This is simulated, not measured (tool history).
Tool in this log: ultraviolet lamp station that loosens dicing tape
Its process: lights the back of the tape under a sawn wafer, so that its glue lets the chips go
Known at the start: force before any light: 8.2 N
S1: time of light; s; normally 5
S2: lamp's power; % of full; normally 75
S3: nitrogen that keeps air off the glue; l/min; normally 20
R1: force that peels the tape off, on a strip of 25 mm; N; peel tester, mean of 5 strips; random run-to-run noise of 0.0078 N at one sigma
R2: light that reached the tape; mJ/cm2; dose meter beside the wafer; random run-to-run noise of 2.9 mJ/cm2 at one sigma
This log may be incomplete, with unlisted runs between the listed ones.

run	hour	S1	S2	S3	R1	R2
1	0.0	5	75	20	0.446	330
2	80.5	5	75	20	0.506	329
3	164.5	5	75	20	0.523	317
4	251.1	5	75	18	0.603	310
5	311.5	5	75	18	0.617	301
6	356.2	5	84	20	0.465	330
7	433.6	5	84	20	0.473	330
8	514.7	2	75	11	3.517	114
# hour 532.2: lamp changed
9	579.4	2	75	11	2.658	145
# hour 594.5: window cleaned of glue's vapour
10	659.0	9	69	20	0.182	654
11	701.4	3	94	26	0.522	294
12	752.6	3	94	26	0.531	291
13	795.9	3	94	26	0.533	289
14	859.3	3	75	20	1.007	224

What if the next run were any one of these 5? Each begins from the tool's condition after run 14:
A	908.1	3	78	20	?	?
B	908.1	8	86	20	?	?
C	908.1	3	89	19	?	?
D	908.1	9	78	20	?	?
E	908.1	5	76	20	?	?

run	R1	R2
A	0.977	228
B	0.180	679
C	0.774	262
D	0.174	690
E	0.351	373
What these runs would have given with no unlogged condition in the tool:
run	R1	R2
A	0.801	252
B	0.176	752
C	0.626	290
D	0.169	764
E	0.287	413
